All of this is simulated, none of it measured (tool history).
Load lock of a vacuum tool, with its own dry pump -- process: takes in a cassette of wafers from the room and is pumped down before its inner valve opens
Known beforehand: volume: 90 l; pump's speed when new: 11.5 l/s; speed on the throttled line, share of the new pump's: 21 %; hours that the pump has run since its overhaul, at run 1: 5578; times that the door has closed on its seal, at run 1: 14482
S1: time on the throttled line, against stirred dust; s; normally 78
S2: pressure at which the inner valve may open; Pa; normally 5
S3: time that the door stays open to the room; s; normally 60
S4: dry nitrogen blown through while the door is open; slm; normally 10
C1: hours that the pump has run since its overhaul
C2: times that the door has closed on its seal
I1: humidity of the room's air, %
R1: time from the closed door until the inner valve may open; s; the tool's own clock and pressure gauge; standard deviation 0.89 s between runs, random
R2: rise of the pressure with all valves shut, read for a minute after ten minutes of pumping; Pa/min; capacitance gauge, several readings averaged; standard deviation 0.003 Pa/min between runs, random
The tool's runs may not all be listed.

run 1 hour=0.0 | S1=78 S2=5 S3=60 S4=10 | C1=5578 C2=14482 | I1=44.1 | R1=149.2 R2=0.282
run 2 hour=395.4 | S1=78 S2=5 S3=60 S4=10 | C1=5974 C2=16272 | I1=47.2 | R1=150.6 R2=0.354
run 3 hour=728.6 | S1=78 S2=10 S3=60 S4=10 | C1=6307 C2=17780 | I1=44.5 | R1=144.0 R2=0.425
run 4 hour=986.2 | S1=78 S2=5 S3=60 S4=10 | C1=6564 C2=18947 | I1=47.5 | R1=150.8 R2=0.481
run 5 hour=1418.4 | S1=78 S2=5 S3=60 S4=10 | C1=6997 C2=20903 | I1=43.9 | R1=151.4 R2=0.585
-- hour=1449.7 door's seal changed, seat wiped
run 6 hour=1667.6 | S1=78 S2=5 S3=60 S4=10 | C1=7244 C2=987 | I1=43.9 | R1=153.8 R2=0.022
run 7 hour=1962.8 | S1=78 S2=5 S3=60 S4=15 | C1=7540 C2=2323 | I1=45.8 | R1=152.4 R2=0.039
run 8 hour=2180.6 | S1=78 S2=5 S3=60 S4=15 | C1=7757 C2=3309 | I1=43.7 | R1=154.0 R2=0.052
run 9 hour=2423.9 | S1=116 S2=5 S3=60 S4=10 | C1=8001 C2=4410 | I1=46.4 | R1=184.0 R2=0.078
run 10 hour=2708.1 | S1=50 S2=5 S3=60 S4=10 | C1=8285 C2=5697 | I1=42.4 | R1=133.5 R2=0.094
run 11 hour=3139.9 | S1=95 S2=5 S3=60 S4=10 | C1=8717 C2=7652 | I1=48.2 | R1=167.4 R2=0.143
run 12 hour=3453.6 | S1=95 S2=5 S3=60 S4=10 | C1=9030 C2=9072 | I1=42.7 | R1=168.7 R2=0.180
run 13 hour=3717.2 | S1=95 S2=5 S3=60 S4=10 | C1=9294 C2=10265 | I1=44.3 | R1=168.9 R2=0.215
run 14 hour=3896.6 | S1=95 S2=5 S3=60 S4=10 | C1=9473 C2=11078 | I1=45.6 | R1=167.3 R2=0.240
run 15 hour=4216.9 | S1=95 S2=5 S3=60 S4=10 | C1=9794 C2=12528 | I1=45.9 | R1=169.6 R2=0.297
run 16 hour=4414.6 | S1=95 S2=5 S3=60 S4=9 | C1=9991 C2=13423 | I1=43.2 | R1=170.6 R2=0.326
run 17 hour=4798.5 | S1=95 S2=5 S3=60 S4=9 | C1=10375 C2=15161 | I1=45.4 | R1=172.0 R2=0.378
run 18 hour=5164.9 | S1=95 S2=5 S3=60 S4=9 | C1=10742 C2=16819 | I1=38.2 | R1=172.3 R2=0.446
run 19 hour=5430.0 | S1=87 S2=9 S3=60 S4=35 | C1=11007 C2=18020 | I1=44.7 | R1=160.1 R2=0.475
-- hour=5476.4 dry pump taken out, an overhauled one fitted
run 20 hour=5625.1 | S1=79 S2=10 S3=60 S4=35 | C1=149 C2=18876 | I1=48.7 | R1=134.8 R2=0.527
run 21 hour=6056.7 | S1=57 S2=7 S3=60 S4=4 | C1=580 C2=20830 | I1=46.9 | R1=120.6 R2=0.636
-- hour=6119.7 door's seal changed, seat wiped
run 22 hour=6328.8 | S1=57 S2=6 S3=109 S4=4 | C1=851 C2=947 | I1=48.6 | R1=123.3 R2=0.042
run 23 hour=6661.7 | S1=57 S2=9 S3=109 S4=14 | C1=1184 C2=2454 | I1=45.6 | R1=120.7 R2=0.047
run 24 hour=6923.7 | S1=57 S2=9 S3=109 S4=14 | C1=1446 C2=3640 | I1=43.1 | R1=120.1 R2=0.067
run 25 hour=7243.7 | S1=57 S2=9 S3=109 S4=14 | C1=1766 C2=5089 | I1=45.4 | R1=121.9 R2=0.087
run 26 hour=7517.2 | S1=50 S2=6 S3=90 S4=31 | C1=2039 C2=6327 | I1=46.8 | R1=120.2 R2=0.107
run 27 hour=7748.4 | S1=78 S2=9 S3=60 S4=10 | C1=2270 C2=7373 | I1=47.9 | R1=137.9 R2=0.138
run 28 hour=8134.4 | S1=78 S2=5 S3=38 S4=10 | C1=2656 C2=9121 | I1=46.4 | R1=143.0 R2=0.170
run 29 hour=8537.8 | S1=86 S2=5 S3=60 S4=10 | C1=3060 C2=10947 | I1=45.0 | R1=149.4 R2=0.223
run 30 hour=8851.3 | S1=86 S2=4 S3=88 S4=10 | C1=3373 C2=12367 | I1=48.2 | R1=155.2 R2=0.273
run 31 hour=9125.8 | S1=63 S2=8 S3=60 S4=22 | C1=3648 C2=13609 | I1=45.8 | R1=132.1 R2=0.298
run 32 hour=9461.0 | S1=123 S2=5 S3=60 S4=10 | C1=3983 C2=15127 | I1=45.4 | R1=182.1 R2=0.366
run 33 hour=9759.5 | S1=61 S2=8 S3=129 S4=35 | C1=4282 C2=16478 | I1=43.3 | R1=128.9 R2=0.402
run 34 hour=10119.3 | S1=61 S2=8 S3=129 S4=35 | C1=4641 C2=18107 | I1=43.9 | R1=129.7 R2=0.480
run 35 hour=10304.7 | S1=115 S2=6 S3=159 S4=41 | C1=4827 C2=18947 | I1=48.6 | R1=174.4 R2=0.523
run 36 hour=10551.2 | S1=106 S2=5 S3=50 S4=7 | C1=5073 C2=20062 | I1=44.4 | R1=170.3 R2=0.580

Branching from run 36: 3 alternative next runs. What would each branch give?
run A hour=10737.1 | S1=106 S2=10 S3=50 S4=6 | C1=5259 C2=20904 | I1=43.4 | R1=? R2=?
run B hour=10737.1 | S1=124 S2=5 S3=60 S4=8 | C1=5259 C2=20904 | I1=45.1 | R1=? R2=?
run C hour=10737.1 | S1=78 S2=5 S3=39 S4=4 | C1=5259 C2=20904 | I1=45.1 | R1=? R2=?

run=A R1=161.7 R2=0.638
run=B R1=182.3 R2=0.638
run=C R1=150.1 R2=0.635
Take away the tool's hidden state, keep each run's random variation, and the runs would have read:
run=A R1=154.3 R2=0.017
run=B R1=174.5 R2=0.021
run=C R1=140.7 R2=0.019
